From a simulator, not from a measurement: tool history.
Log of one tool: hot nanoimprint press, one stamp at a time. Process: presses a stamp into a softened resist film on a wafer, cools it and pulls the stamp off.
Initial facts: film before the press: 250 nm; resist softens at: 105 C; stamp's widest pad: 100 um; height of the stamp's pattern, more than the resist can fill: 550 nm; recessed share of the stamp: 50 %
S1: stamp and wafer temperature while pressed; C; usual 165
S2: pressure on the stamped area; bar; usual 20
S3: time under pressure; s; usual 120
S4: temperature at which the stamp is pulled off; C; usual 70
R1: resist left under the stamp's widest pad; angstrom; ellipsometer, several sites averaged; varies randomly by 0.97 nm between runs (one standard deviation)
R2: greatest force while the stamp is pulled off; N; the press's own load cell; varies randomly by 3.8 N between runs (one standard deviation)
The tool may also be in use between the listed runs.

| run | hour | S1 | S2 | S3 | S4 | R1 | R2 |
|---|---|---|---|---|---|---|---|
| 1 | 0 | 165 | 20 | 120 | 70 | 1425 | 206 |
| 2 | 12.4 | 162 | 20 | 120 | 70 | 1625 | 218 |
| 3 | 24.1 | 165 | 20 | 120 | 70 | 1405 | 213 |
| 4 | 35.7 | 165 | 20 | 120 | 70 | 1403 | 212 |
| 5 | 51.3 | 165 | 20 | 120 | 63 | 1415 | 232 |
| 6 | 65.3 | 165 | 20 | 120 | 63 | 1414 | 236 |
| 7 | 80.9 | 165 | 20 | 120 | 63 | 1421 | 238 |
| 8 | 90.9 | 165 | 20 | 120 | 63 | 1423 | 238 |
| 9 | 105.1 | 165 | 20 | 120 | 63 | 1408 | 244 |
| 10 | 117.9 | 165 | 20 | 72 | 63 | 1655 | 237 |
| 11 | 126.5 | 165 | 20 | 120 | 70 | 1413 | 227 |
| 12 | 137 | 165 | 20 | 120 | 70 | 1419 | 239 |
| 13 | 146 | 155 | 21.8 | 194 | 63 | 1909 | 259 |
| 14 | 154.6 | 159 | 16.3 | 110 | 64 | 1992 | 257 |
| 15 | 166.2 | 159 | 16.3 | 110 | 64 | 2005 | 251 |
| 16 | 179 | 159 | 16.3 | 110 | 64 | 1964 | 258 |

What will run 17 give?
| 17 | 190.5 | 159 | 28.4 | 219 | 64 | ? | ? |

Run 17 produced R1 1432 angstrom, R2 260 N.
Take away the tool's hidden state, keep the run-to-run variation as it was, and the same run would have given R1 1371 angstrom, R2 199 N.
